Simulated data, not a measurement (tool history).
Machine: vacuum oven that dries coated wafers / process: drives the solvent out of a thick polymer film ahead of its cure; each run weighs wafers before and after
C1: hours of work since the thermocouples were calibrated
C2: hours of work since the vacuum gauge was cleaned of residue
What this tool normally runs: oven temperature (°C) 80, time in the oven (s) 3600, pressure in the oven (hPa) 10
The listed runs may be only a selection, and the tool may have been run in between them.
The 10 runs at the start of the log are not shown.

Run 11, hour 102.3: usual settings; C1 558; C2 155. Result: solvent left in the film (%) 4.71.
Run 12, hour 108.4: usual settings but pressure in the oven (hPa) 13; C1 561; C2 159. Result: solvent left in the film (%) 4.86.
Run 13, hour 116.8: usual settings but pressure in the oven (hPa) 5.2; C1 566; C2 163. Result: solvent left in the film (%) 4.43.
Run 14, hour 126.7: usual settings but pressure in the oven (hPa) 5.2; C1 572; C2 169. Result: solvent left in the film (%) 4.63.
Run 15, hour 135: usual settings but pressure in the oven (hPa) 5.2; C1 577; C2 174. Result: solvent left in the film (%) 4.62.
Run 16, hour 140.5: usual settings but oven temperature (°C) 92; C1 580; C2 177. Result: solvent left in the film (%) 1.98.
Run 17, hour 150.9: usual settings but oven temperature (°C) 92; C1 586; C2 183. Result: solvent left in the film (%) 1.96.
Run 18, hour 157.8: usual settings but oven temperature (°C) 75, time in the oven (s) 5400, pressure in the oven (hPa) 37.7; C1 590; C2 187. Result: solvent left in the film (%) 5.69.
Run 19, hour 163.6: usual settings but oven temperature (°C) 74, time in the oven (s) 6060, pressure in the oven (hPa) 5.1; C1 593; C2 191. Result: solvent left in the film (%) 3.52.
Run 20, hour 172.8: usual settings but pressure in the oven (hPa) 5.1; C1 599; C2 196. Result: solvent left in the film (%) 4.58.
Run 21, hour 181.4: usual settings but pressure in the oven (hPa) 5.1; C1 603; C2 201. Result: solvent left in the film (%) 4.57.
Run 22, hour 192.8: usual settings but oven temperature (°C) 77, time in the oven (s) 2880, pressure in the oven (hPa) 7.1; C1 610; C2 208. Result: solvent left in the film (%) 6.45.
Run 23, hour 197.7: usual settings but time in the oven (s) 6240, pressure in the oven (hPa) 15; C1 613; C2 210. Result: solvent left in the film (%) 2.43.
Run 24, hour 204.2: usual settings but time in the oven (s) 6240, pressure in the oven (hPa) 15; C1 617; C2 214. Result: solvent left in the film (%) 2.51.
Run 25, hour 212.2: usual settings but oven temperature (°C) 85, time in the oven (s) 6120; C1 621; C2 219. Result: solvent left in the film (%) 1.44.
Run 26, hour 220: usual settings but time in the oven (s) 4200, pressure in the oven (hPa) 21.3; C1 626; C2 223. Result: solvent left in the film (%) 4.47.
Run 27, hour 226.4: usual settings but oven temperature (°C) 70, time in the oven (s) 5100, pressure in the oven (hPa) 7.2; C1 630; C2 227. Result: solvent left in the film (%) 5.54.
Run 28, hour 237.8: usual settings but oven temperature (°C) 70, time in the oven (s) 5100, pressure in the oven (hPa) 7.2; C1 636; C2 234. Result: solvent left in the film (%) 5.61.
Run 29, hour 244: usual settings but oven temperature (°C) 92, time in the oven (s) 3000, pressure in the oven (hPa) 9.1; C1 640; C2 237. Result: solvent left in the film (%) 2.76.

Run 30 comes next. What will it give?
Run 30, hour 255.7: usual settings but oven temperature (°C) 86, time in the oven (s) 4080, pressure in the oven (hPa) 25.3; C1 647; C2 244. Result: solvent left in the film (%) ?.

{"run 30": {"solvent left in the film (%)": 3.38}}
The same run, on a tool lacking any hidden state, would have yielded solvent left in the film (%) 3.36.
